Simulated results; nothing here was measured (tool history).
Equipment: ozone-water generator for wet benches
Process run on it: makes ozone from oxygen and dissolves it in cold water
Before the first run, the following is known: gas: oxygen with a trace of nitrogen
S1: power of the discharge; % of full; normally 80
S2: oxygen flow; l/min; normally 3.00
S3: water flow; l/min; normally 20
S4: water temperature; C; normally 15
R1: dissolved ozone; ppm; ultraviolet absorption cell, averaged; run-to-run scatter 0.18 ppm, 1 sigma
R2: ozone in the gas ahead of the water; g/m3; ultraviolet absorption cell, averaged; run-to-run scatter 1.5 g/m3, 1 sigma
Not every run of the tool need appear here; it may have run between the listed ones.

run,day,S1,S2,S3,S4,R1,R2
1,0.000,80,3.00,20,15,25.2,289.1
2,1.312,80,3.00,20,15,25.1,287.6
3,2.146,80,4.63,20,15,25.3,216.9
4,3.575,80,3.00,20,8,26.7,289.9
5,4.667,80,3.00,20,8,26.8,285.2
6,6.238,80,3.00,20,8,26.6,284.4
7,7.546,80,3.00,20,8,26.8,283.5
8,8.288,80,3.00,20,15,25.3,284.0
9,10.058,80,3.00,20,15,25.1,284.1
10,11.108,80,3.00,20,15,25.0,283.2
11,12.400,80,3.00,20,15,25.2,281.0
12,14.171,80,3.00,20,15,25.1,279.5
13,15.058,80,3.00,20,15,25.2,281.6
14,15.850,80,3.00,20,15,25.2,280.0
# day 16.121: gauge calibrated
15,16.738,80,3.00,20,15,24.9,291.2
16,17.862,80,1.89,20,15,24.3,387.9
17,19.204,63,1.89,26,10,16.8,335.9
18,20.204,48,3.00,13,15,26.8,213.2
19,21.408,48,3.00,13,15,26.4,212.3
20,22.800,68,3.31,25,15,18.9,242.7
21,23.996,51,2.09,25,15,15.2,278.9
22,25.392,51,2.09,25,15,15.4,278.7
23,26.792,48,3.35,20,15,18.9,195.6
24,28.204,72,1.72,20,15,22.4,381.9
25,28.975,53,2.62,19,15,20.3,242.6
26,29.846,96,3.01,20,8,29.6,311.1
27,31.588,41,2.43,20,21,16.1,219.5
28,33.079,41,2.43,20,21,15.9,217.2
29,33.792,88,4.79,24,11,24.2,218.2
30,34.858,88,4.35,17,11,31.8,229.6
31,36.017,88,4.35,17,11,32.2,231.4
32,36.754,88,4.35,17,16,30.0,232.0

Forecast each of these 5 alternatives for the next run:
A,37.917,90,2.81,17,16,?,?
B,37.917,54,4.35,17,16,?,?
C,37.917,80,2.96,14,15,?,?
D,37.917,52,2.18,20,15,?,?
E,37.917,88,4.35,24,16,?,?

run,R1,R2
A,30.6,310.4
B,22.5,174.9
C,33.7,281.7
D,19.0,267.2
E,22.7,230.5
The same runs, with their run-to-run variation unchanged, on a tool lacking any hidden condition would have given:
run,R1,R2
A,30.6,322.4
B,22.5,181.5
C,33.7,292.5
D,19.1,277.5
E,22.7,239.4
